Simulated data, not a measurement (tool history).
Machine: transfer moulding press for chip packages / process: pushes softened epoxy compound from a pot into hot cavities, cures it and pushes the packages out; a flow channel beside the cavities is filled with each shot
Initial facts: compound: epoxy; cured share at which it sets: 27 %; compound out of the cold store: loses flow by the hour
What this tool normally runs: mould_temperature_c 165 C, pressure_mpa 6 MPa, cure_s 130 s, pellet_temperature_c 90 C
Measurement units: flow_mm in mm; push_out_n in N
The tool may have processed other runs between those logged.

run   hour  mould_temperature_c  pressure_mpa  cure_s  pellet_temperature_c  incoming compound's hours out of the cold store  flow_mm  push_out_n
  1      0                  165             6     130                    90                                             30.7      601         461
  2   15.6                  165             6     130                    90                                             18.5      660         482
  3   28.2                  165             6     130                    90                                             45.3      535         458
  4     37                  165             6     130                    90                                              8.5      705         468
  5   47.5                  169             6     130                    90                                             12.7      677         440
  6   58.6                  169             6     130                    90                                               26      615         448
  7   69.7                  169             6     130                    90                                             22.5      624         466
  8     84                  165             6     130                    90                                             44.3      545         467
  9   93.2                  165             6     130                    90                                             32.6      595         467
 10  105.3                  165             6     130                    90                                             20.3      650         475
 11  120.7                  165             6     130                    90                                               42      552         453
 12  129.5                  165             6     130                    90                                             46.5      539         474
 13  148.9                  165             6     130                    90                                             29.4      606         466
 14  165.8                  165             6     130                    90                                               29      609         458
 15  177.1                  165             6     130                    90                                             18.7      657         481
 16  190.1                  165          6.82     146                    96                                             26.9      657         466
 17  209.1                  165          6.82     146                    96                                             37.1      611         458
 18  222.2                  165          5.39     130                    92                                             21.8      608         478
 19    234                  162          6.83     130                    92                                             41.5      602         488
 20  249.5                  162          6.83     130                    92                                             40.2      608         477
 21  268.7                  165             6     114                    90                                             37.8      571         502
 22  281.6                  165             6     114                    90                                             34.4      585         495
 23  291.1                  165          7.43     127                    90                                             13.7      762         475
 24  312.6                  165          5.78     113                    90                                              8.3      695         529
 25  323.3                  165          5.78     113                    90                                              9.5      688         514
 26  337.8                  159             6     130                    92                                                9      727         587
 27  355.6                  159             6     130                    92                                             35.5      590         535
 28  374.4                  163             6     130                    90                                             10.8      708         492

Missing from the log above: 6 entries noted between runs. For each, name the pair of listed runs it sits between and say how the tool's hidden condition differs from the listed run just before to the listed run just after:
In the gap between runs 2 and 3: cavities cleaned with cleaning compound and waxed (hour 23.5)
  grip of the stained cavities, % over clean ones': 1.4 -> 0.2
In the gap between runs 5 and 6: mould's thermocouples calibrated (hour 58.6)
  true mould temperature over the reading, C: 0.01 -> 0; grip of the stained cavities, % over clean ones': 0.7 -> 0.9
In the gap between runs 9 and 10: cavities cleaned with cleaning compound and waxed (hour 96.5)
  grip of the stained cavities, % over clean ones': 1.5 -> 0.3
In the gap between runs 14 and 15: cavities cleaned with cleaning compound and waxed (hour 168.5)
  grip of the stained cavities, % over clean ones': 1.5 -> 0.3
In the gap between runs 19 and 20: cavities cleaned with cleaning compound and waxed (hour 240.1)
  pressure that reaches the compound, % of what is set: 99.95 -> 99.94; grip of the stained cavities, % over clean ones': 1.4 -> 0.4
In the gap between runs 23 and 24: cavities cleaned with cleaning compound and waxed (hour 312.5)
  pressure that reaches the compound, % of what is set: 99.94 -> 99.93; grip of the stained cavities, % over clean ones': 1.3 -> 0.1

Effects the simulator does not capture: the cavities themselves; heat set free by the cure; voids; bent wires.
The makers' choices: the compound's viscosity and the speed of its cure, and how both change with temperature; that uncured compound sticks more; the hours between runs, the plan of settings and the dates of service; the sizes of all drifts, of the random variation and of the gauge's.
